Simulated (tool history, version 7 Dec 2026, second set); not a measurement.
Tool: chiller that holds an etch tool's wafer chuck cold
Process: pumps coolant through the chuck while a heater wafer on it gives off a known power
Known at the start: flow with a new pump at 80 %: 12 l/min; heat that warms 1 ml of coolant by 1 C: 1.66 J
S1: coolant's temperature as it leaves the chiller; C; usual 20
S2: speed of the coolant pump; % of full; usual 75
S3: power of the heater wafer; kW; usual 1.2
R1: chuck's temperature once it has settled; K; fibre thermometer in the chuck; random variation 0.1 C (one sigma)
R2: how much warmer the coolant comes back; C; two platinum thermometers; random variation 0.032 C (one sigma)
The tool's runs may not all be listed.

run 1 hour=0 | S1=20 S2=75 S3=1.2 | R1=306.25 R2=3.97
run 2 hour=71.5 | S1=20 S2=75 S3=1.2 | R1=306.15 R2=3.97
run 3 hour=167.5 | S1=10 S2=75 S3=1.2 | R1=296.35 R2=4.02
run 4 hour=252.5 | S1=10 S2=75 S3=1.2 | R1=296.35 R2=3.98
run 5 hour=316.6 | S1=10 S2=75 S3=1.2 | R1=296.35 R2=3.97
run 6 hour=403.1 | S1=20 S2=75 S3=1.2 | R1=306.35 R2=4.05
run 7 hour=493.5 | S1=20 S2=75 S3=0.761 | R1=301.55 R2=2.58
run 8 hour=594.7 | S1=20 S2=75 S3=1.08 | R1=305.25 R2=3.6
run 9 hour=667.1 | S1=20 S2=75 S3=1.08 | R1=305.15 R2=3.61
-- hour=724.6 chiller's thermometer calibrated
run 10 hour=754.5 | S1=20 S2=75 S3=0.886 | R1=302.95 R2=2.95
run 11 hour=828.2 | S1=20 S2=75 S3=1.116 | R1=305.75 R2=3.76
run 12 hour=887.5 | S1=20 S2=75 S3=1.116 | R1=305.65 R2=3.8
run 13 hour=948.5 | S1=20 S2=75 S3=1.116 | R1=305.65 R2=3.7
run 14 hour=1001.1 | S1=20 S2=75 S3=1.2 | R1=306.85 R2=3.97
run 15 hour=1089.6 | S1=20 S2=75 S3=1.2 | R1=306.65 R2=4.11
run 16 hour=1154.5 | S1=20 S2=75 S3=1.2 | R1=306.55 R2=4.08
run 17 hour=1229.9 | S1=20 S2=69 S3=1.2 | R1=307.55 R2=4.47
run 18 hour=1314.9 | S1=13 S2=83 S3=1.2 | R1=299.15 R2=3.66
run 19 hour=1362.2 | S1=13 S2=83 S3=1.2 | R1=299.15 R2=3.69
run 20 hour=1453.8 | S1=18 S2=72 S3=1.694 | R1=310.85 R2=5.98
run 21 hour=1544.3 | S1=12 S2=71 S3=0.909 | R1=295.75 R2=3.31
run 22 hour=1606.6 | S1=12 S2=67 S3=1.717 | R1=306.05 R2=6.57
run 23 hour=1661.5 | S1=12 S2=67 S3=1.717 | R1=306.15 R2=6.56
run 24 hour=1728.8 | S1=10 S2=75 S3=1.2 | R1=297.05 R2=4.09
run 25 hour=1834.5 | S1=26 S2=75 S3=1.548 | R1=317.45 R2=5.37
run 26 hour=1889 | S1=18 S2=75 S3=1.2 | R1=305.15 R2=4.13
run 27 hour=1992.5 | S1=18 S2=75 S3=1.2 | R1=305.15 R2=4.12
run 28 hour=2082.2 | S1=20 S2=75 S3=0.775 | R1=302.35 R2=2.67
run 29 hour=2175.5 | S1=20 S2=75 S3=1.622 | R1=312.15 R2=5.59
run 30 hour=2272 | S1=11 S2=76 S3=1.63 | R1=303.15 R2=5.64
run 31 hour=2377.8 | S1=14 S2=76 S3=1.63 | R1=306.45 R2=5.57

Some steps in R1 between neighbouring runs. How much of each would the tool show without its hidden state too (settings, what came in, random variation), and how much is left for the hidden state, with any gauge scatter that isn't in both results?
The hidden state here: heat passed by the chuck's channels, % of clean ones'; flow at a given pump speed, % of a new pump's; coolant's true temperature over the reading, C; drift of the gauge itself on chuck_c, C; drift of the gauge itself on warmer_back_c, C.
Run 20 -> 21: S1 18 -> 12, S2 72 -> 71, S3 1.694 -> 0.909. R1 -15.1 K: hidden state -1.1, all else -14.
Run 21 -> 22: S2 71 -> 67, S3 0.909 -> 1.717. R1 +10.3 K: hidden state +1.3, all else +9.
Run 24 -> 25: S1 10 -> 26, S3 1.2 -> 1.548. R1 +20.4 K: hidden state +0.7, all else +19.7.
Run 25 -> 26: S1 26 -> 18, S3 1.548 -> 1.2. R1 -12.3 K: hidden state -0.6, all else -11.7.
Run 28 -> 29: S3 0.775 -> 1.622. R1 +9.8 K: hidden state +1.4, all else +8.4.
